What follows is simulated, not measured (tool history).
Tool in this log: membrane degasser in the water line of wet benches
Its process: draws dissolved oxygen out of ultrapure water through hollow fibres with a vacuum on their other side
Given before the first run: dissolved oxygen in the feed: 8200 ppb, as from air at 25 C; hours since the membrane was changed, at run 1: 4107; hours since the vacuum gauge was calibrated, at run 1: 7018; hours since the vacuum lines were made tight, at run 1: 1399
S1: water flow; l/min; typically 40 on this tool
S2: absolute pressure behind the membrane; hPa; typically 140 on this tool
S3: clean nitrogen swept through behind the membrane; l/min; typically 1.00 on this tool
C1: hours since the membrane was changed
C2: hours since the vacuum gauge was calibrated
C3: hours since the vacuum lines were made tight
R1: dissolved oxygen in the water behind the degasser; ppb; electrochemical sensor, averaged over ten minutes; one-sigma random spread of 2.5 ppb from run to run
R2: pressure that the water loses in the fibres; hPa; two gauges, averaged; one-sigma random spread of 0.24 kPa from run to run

run	hour	S1	S2	S3	C1	C2	C3	R1	R2
1	0.0	40	140	1.00	4107	7018	1399	846.2	633.7
2	173.8	39	140	1.00	4281	7192	1573	830.0	621.0
3	319.7	39	140	1.00	4427	7338	1719	830.4	620.1
4	615.1	24	140	1.00	4723	7633	2014	566.7	387.3
5	844.2	24	140	1.00	4952	7863	2243	569.5	386.9
6	991.0	40	140	1.00	5098	8009	2390	850.3	647.0
7	1299.9	40	140	1.00	5407	8318	2699	849.4	643.7
# hour 1475.2: vacuum gauge calibrated
8	1478.7	40	140	0.44	5586	3	2877	1519.6	643.5
9	1732.7	32	140	0.44	5840	257	3131	1331.6	520.1
10	1986.9	40	140	1.00	6094	512	3386	889.3	650.3
11	2154.4	51	138	2.68	6261	679	3553	488.8	830.0
12	2468.8	51	138	2.68	6576	994	3867	491.7	827.6
# hour 2555.1: vacuum gauge calibrated, once more
13	2703.8	45	98	0.43	6810	149	4102	967.5	734.0

Expected results for the next run?
14	2978.6	54	168	1.70	7085	423	4377	?	?

{"run 14": {"R1": 834.7, "R2": 886.9}}
Had the tool carried no hidden state, the very same run would have given R1 827.9 ppb, R2 819.2 hPa.

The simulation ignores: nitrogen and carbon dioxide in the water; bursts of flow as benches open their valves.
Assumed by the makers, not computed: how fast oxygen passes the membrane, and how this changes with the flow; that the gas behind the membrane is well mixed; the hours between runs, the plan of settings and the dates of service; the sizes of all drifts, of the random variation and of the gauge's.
